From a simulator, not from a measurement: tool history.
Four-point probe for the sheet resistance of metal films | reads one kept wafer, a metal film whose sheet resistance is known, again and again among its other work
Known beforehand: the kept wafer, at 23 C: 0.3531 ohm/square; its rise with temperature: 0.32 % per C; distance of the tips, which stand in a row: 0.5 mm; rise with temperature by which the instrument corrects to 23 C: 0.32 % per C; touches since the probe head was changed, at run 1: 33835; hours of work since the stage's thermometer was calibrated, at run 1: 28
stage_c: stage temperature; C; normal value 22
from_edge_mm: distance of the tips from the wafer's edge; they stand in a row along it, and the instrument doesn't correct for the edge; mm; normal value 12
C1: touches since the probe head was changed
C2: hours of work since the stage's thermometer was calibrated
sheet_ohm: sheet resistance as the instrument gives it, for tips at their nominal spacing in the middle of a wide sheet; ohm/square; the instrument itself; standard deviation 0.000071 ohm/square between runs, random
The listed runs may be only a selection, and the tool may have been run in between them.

{"run": 1, "hour": 0.0, "stage_c": 22, "from_edge_mm": 12, "C1": 33835, "C2": 28, "sheet_ohm": 0.353657}
{"run": 2, "hour": 76.6, "stage_c": 22, "from_edge_mm": 12, "C1": 34682, "C2": 67, "sheet_ohm": 0.353441}
{"run": 3, "hour": 145.6, "stage_c": 22, "from_edge_mm": 68, "C1": 35444, "C2": 103, "sheet_ohm": 0.353247}
{"run": 4, "hour": 205.5, "stage_c": 22, "from_edge_mm": 68, "C1": 36105, "C2": 133, "sheet_ohm": 0.353201}
{"run": 5, "hour": 240.7, "stage_c": 22, "from_edge_mm": 68, "C1": 36494, "C2": 151, "sheet_ohm": 0.353269}
{"run": 6, "hour": 290.4, "stage_c": 22, "from_edge_mm": 12, "C1": 37043, "C2": 176, "sheet_ohm": 0.353548}
{"run": 7, "hour": 345.2, "stage_c": 22, "from_edge_mm": 12, "C1": 37649, "C2": 204, "sheet_ohm": 0.35342}
{"run": 8, "hour": 413.4, "stage_c": 22, "from_edge_mm": 12, "C1": 38402, "C2": 239, "sheet_ohm": 0.35345}
{"run": 9, "hour": 466.6, "stage_c": 22, "from_edge_mm": 12, "C1": 38990, "C2": 266, "sheet_ohm": 0.353442}
{"run": 10, "hour": 540.6, "stage_c": 22, "from_edge_mm": 54, "C1": 39807, "C2": 304, "sheet_ohm": 0.353054}
{"run": 11, "hour": 617.2, "stage_c": 22, "from_edge_mm": 54, "C1": 40654, "C2": 343, "sheet_ohm": 0.353051}
{"run": 12, "hour": 659.4, "stage_c": 22, "from_edge_mm": 67, "C1": 41120, "C2": 365, "sheet_ohm": 0.352989}
{"run": 13, "hour": 695.7, "stage_c": 22, "from_edge_mm": 12, "C1": 41520, "C2": 383, "sheet_ohm": 0.35329}
{"run": 14, "hour": 770.7, "stage_c": 22, "from_edge_mm": 12, "C1": 42349, "C2": 422, "sheet_ohm": 0.353425}
{"run": 15, "hour": 844.3, "stage_c": 22, "from_edge_mm": 12, "C1": 43162, "C2": 459, "sheet_ohm": 0.353258}
{"run": 16, "hour": 909.7, "stage_c": 22, "from_edge_mm": 12, "C1": 43885, "C2": 493, "sheet_ohm": 0.35318}
{"run": 17, "hour": 985.4, "stage_c": 22, "from_edge_mm": 12, "C1": 44721, "C2": 531, "sheet_ohm": 0.353235}
{"run": 18, "hour": 1024.9, "stage_c": 22, "from_edge_mm": 12, "C1": 45157, "C2": 551, "sheet_ohm": 0.353234}
{"run": 19, "hour": 1100.5, "stage_c": 22, "from_edge_mm": 8, "C1": 45993, "C2": 590, "sheet_ohm": 0.353553}
{"run": 20, "hour": 1139.5, "stage_c": 28, "from_edge_mm": 12, "C1": 46424, "C2": 610, "sheet_ohm": 0.353194}
{"run": 21, "hour": 1174.1, "stage_c": 28, "from_edge_mm": 18, "C1": 46806, "C2": 628, "sheet_ohm": 0.352946}
{"run": 22, "hour": 1246.9, "stage_c": 28, "from_edge_mm": 18, "C1": 47610, "C2": 665, "sheet_ohm": 0.352965}
{"run": 23, "hour": 1300.3, "stage_c": 28, "from_edge_mm": 18, "C1": 48201, "C2": 692, "sheet_ohm": 0.352816}
{"run": 24, "hour": 1379.6, "stage_c": 20, "from_edge_mm": 46, "C1": 49076, "C2": 733, "sheet_ohm": 0.352897}
{"run": 25, "hour": 1435.0, "stage_c": 20, "from_edge_mm": 4, "C1": 49688, "C2": 761, "sheet_ohm": 0.355661}
{"run": 26, "hour": 1494.0, "stage_c": 26, "from_edge_mm": 15, "C1": 50339, "C2": 791, "sheet_ohm": 0.352961}
{"run": 27, "hour": 1534.2, "stage_c": 32, "from_edge_mm": 8, "C1": 50783, "C2": 812, "sheet_ohm": 0.353413}
{"run": 28, "hour": 1608.9, "stage_c": 27, "from_edge_mm": 17, "C1": 51609, "C2": 850, "sheet_ohm": 0.352819}
{"run": 29, "hour": 1668.0, "stage_c": 27, "from_edge_mm": 17, "C1": 52262, "C2": 880, "sheet_ohm": 0.352737}
{"run": 30, "hour": 1738.2, "stage_c": 19, "from_edge_mm": 5, "C1": 53037, "C2": 916, "sheet_ohm": 0.354476}
{"run": 31, "hour": 1802.1, "stage_c": 23, "from_edge_mm": 42, "C1": 53743, "C2": 948, "sheet_ohm": 0.352585}
{"run": 32, "hour": 1864.3, "stage_c": 33, "from_edge_mm": 4, "C1": 54431, "C2": 980, "sheet_ohm": 0.355542}
{"run": 33, "hour": 1931.7, "stage_c": 33, "from_edge_mm": 17, "C1": 55176, "C2": 1015, "sheet_ohm": 0.35268}
{"run": 34, "hour": 1977.0, "stage_c": 27, "from_edge_mm": 13, "C1": 55676, "C2": 1038, "sheet_ohm": 0.352706}
{"run": 35, "hour": 2052.1, "stage_c": 27, "from_edge_mm": 13, "C1": 56505, "C2": 1076, "sheet_ohm": 0.352673}
{"run": 36, "hour": 2086.2, "stage_c": 30, "from_edge_mm": 17, "C1": 56882, "C2": 1093, "sheet_ohm": 0.352543}
{"run": 37, "hour": 2127.4, "stage_c": 28, "from_edge_mm": 11, "C1": 57337, "C2": 1115, "sheet_ohm": 0.35289}
{"run": 38, "hour": 2187.8, "stage_c": 33, "from_edge_mm": 9, "C1": 58004, "C2": 1145, "sheet_ohm": 0.3531}
{"run": 39, "hour": 2266.2, "stage_c": 27, "from_edge_mm": 4, "C1": 58871, "C2": 1185, "sheet_ohm": 0.355138}
{"run": 40, "hour": 2337.3, "stage_c": 26, "from_edge_mm": 30, "C1": 59656, "C2": 1222, "sheet_ohm": 0.352406}
{"run": 41, "hour": 2403.7, "stage_c": 29, "from_edge_mm": 6, "C1": 60390, "C2": 1256, "sheet_ohm": 0.353635}
{"run": 42, "hour": 2437.2, "stage_c": 18, "from_edge_mm": 8, "C1": 60760, "C2": 1273, "sheet_ohm": 0.353084}
{"run": 43, "hour": 2478.5, "stage_c": 26, "from_edge_mm": 35, "C1": 61216, "C2": 1294, "sheet_ohm": 0.352371}
{"run": 44, "hour": 2557.1, "stage_c": 19, "from_edge_mm": 9, "C1": 62084, "C2": 1334, "sheet_ohm": 0.352945}

Each row is a separate what-if for the run after 44, all from the same tool condition, not one after another. Results?
{"run": "A", "hour": 2598.7, "stage_c": 20, "from_edge_mm": 9, "C1": 62544, "C2": 1355, "sheet_ohm": "?"}
{"run": "B", "hour": 2598.7, "stage_c": 24, "from_edge_mm": 9, "C1": 62544, "C2": 1355, "sheet_ohm": "?"}
{"run": "C", "hour": 2598.7, "stage_c": 27, "from_edge_mm": 21, "C1": 62544, "C2": 1355, "sheet_ohm": "?"}
{"run": "D", "hour": 2598.7, "stage_c": 31, "from_edge_mm": 8, "C1": 62544, "C2": 1355, "sheet_ohm": "?"}

run=A sheet_ohm=0.352929
run=B sheet_ohm=0.352753
run=C sheet_ohm=0.352282
run=D sheet_ohm=0.3529
Stripped of hidden state, with their random variation kept, the same runs would have yielded:
run=A sheet_ohm=0.353818
run=B sheet_ohm=0.353633
run=C sheet_ohm=0.353155
run=D sheet_ohm=0.353767
